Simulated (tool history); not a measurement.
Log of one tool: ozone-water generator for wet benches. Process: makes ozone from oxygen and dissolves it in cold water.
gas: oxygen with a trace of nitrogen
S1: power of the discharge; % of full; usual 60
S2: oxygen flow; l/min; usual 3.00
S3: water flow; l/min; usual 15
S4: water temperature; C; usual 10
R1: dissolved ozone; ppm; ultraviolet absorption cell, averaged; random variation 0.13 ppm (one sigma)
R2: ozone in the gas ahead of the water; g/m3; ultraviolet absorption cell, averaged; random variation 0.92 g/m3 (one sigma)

run	hour	S1	S2	S3	S4	R1	R2
1	0.0	60	3.00	15	10	11.9	153.3
2	83.4	60	5.10	15	10	13.5	126.8
3	187.1	60	5.10	15	10	13.9	126.0
4	303.8	60	5.10	15	10	13.4	126.4
5	370.9	60	5.10	15	10	13.6	126.7
6	469.8	60	5.10	15	10	13.2	126.5
7	530.6	60	5.10	15	10	13.5	126.6
8	652.8	60	5.10	15	10	13.4	126.8
9	774.7	60	3.00	15	6	12.0	151.6
10	910.3	60	3.00	15	6	12.1	148.9
11	1004.8	60	3.00	15	7	11.8	149.6
12	1084.2	60	3.13	16	17	10.2	147.1
13	1232.3	60	3.13	16	17	9.9	146.1
14	1360.4	47	3.00	15	8	9.7	125.2
15	1444.8	69	3.81	15	8	13.9	150.3
16	1525.6	69	3.81	15	8	13.8	152.3
17	1604.2	48	3.81	15	8	10.6	118.1
18	1691.2	51	1.59	15	6	8.0	165.3
19	1805.9	60	3.00	20	10	8.2	151.3
20	1879.5	67	2.65	15	11	11.6	166.8
21	1946.7	83	1.58	15	6	11.4	229.8

Forecast each of these 5 alternatives for the next run:
A	2057.9	60	1.58	22	15	?	?
B	2057.9	60	4.96	15	10	?	?
C	2057.9	53	1.63	15	12	?	?
D	2057.9	60	4.75	15	7	?	?
E	2057.9	77	1.58	13	6	?	?

run	R1	R2
A	5.1	183.4
B	12.9	123.9
C	8.0	164.8
D	13.1	128.0
E	12.4	218.6
Without the tool's hidden state the same runs would have given:
run	R1	R2
A	6.0	193.6
B	14.8	130.7
C	9.1	173.0
D	15.1	135.0
E	14.3	233.2

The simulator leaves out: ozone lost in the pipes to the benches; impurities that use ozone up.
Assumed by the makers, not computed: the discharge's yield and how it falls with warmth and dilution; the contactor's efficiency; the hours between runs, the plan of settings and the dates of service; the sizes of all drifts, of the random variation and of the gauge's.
